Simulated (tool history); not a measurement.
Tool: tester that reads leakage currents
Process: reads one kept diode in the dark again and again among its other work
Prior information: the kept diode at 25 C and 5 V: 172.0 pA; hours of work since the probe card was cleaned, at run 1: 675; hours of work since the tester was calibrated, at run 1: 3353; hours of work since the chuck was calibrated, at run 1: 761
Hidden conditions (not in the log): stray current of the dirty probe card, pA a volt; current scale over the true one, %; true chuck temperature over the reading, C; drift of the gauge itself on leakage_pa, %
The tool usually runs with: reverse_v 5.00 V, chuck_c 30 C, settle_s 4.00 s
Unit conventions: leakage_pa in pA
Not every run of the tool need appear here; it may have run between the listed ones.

run,day,reverse_v,chuck_c,settle_s,hours of work since the probe card was cleaned,hours of work since the tester was calibrated,hours of work since the chuck was calibrated,leakage_pa
1,0.000,5.00,30,4.00,675,3353,761,260.44
2,6.367,5.00,30,4.00,746,3423,831,258.51
3,10.250,5.00,30,4.00,789,3466,874,258.49
# day 15.508: chuck's temperature calibrated
4,17.079,5.00,30,4.00,864,3541,17,281.23
5,21.138,5.00,30,4.00,909,3586,62,281.52
6,26.821,5.00,30,4.00,972,3649,126,280.05
7,34.396,5.00,30,4.00,1056,3733,210,280.76
# day 35.542: probe card cleaned and baked
8,39.642,5.00,30,4.00,46,3790,266,265.00
9,45.367,5.00,30,4.00,109,3854,330,265.30
10,48.904,5.00,30,4.00,148,3893,369,264.24
11,54.433,18.81,35,4.88,210,3954,431,747.07
12,58.646,2.83,30,1.32,256,4001,477,201.55
13,64.429,2.83,30,1.32,321,4065,541,200.74
# day 66.600: tester calibrated
14,68.312,5.00,24,4.83,363,19,584,153.18
15,75.846,3.68,38,1.17,446,103,667,425.77
16,80.375,11.72,49,3.18,497,153,717,1738.23
17,87.183,2.68,30,3.58,572,228,793,188.08

Branching from run 17: 4 alternative next runs. What would each branch give?
A,90.462,2.31,21,4.00,608,265,829,?
B,90.462,5.00,30,0.35,608,265,829,?
C,90.462,3.74,30,2.51,608,265,829,?
D,90.462,2.66,51,0.74,608,265,829,?

run,leakage_pa
A,81.62
B,257.02
C,221.81
D,992.86
Take away the tool's hidden state, keep each run's random variation, and the runs would have read:
run,leakage_pa
A,84.20
B,267.60
C,232.08
D,1052.95
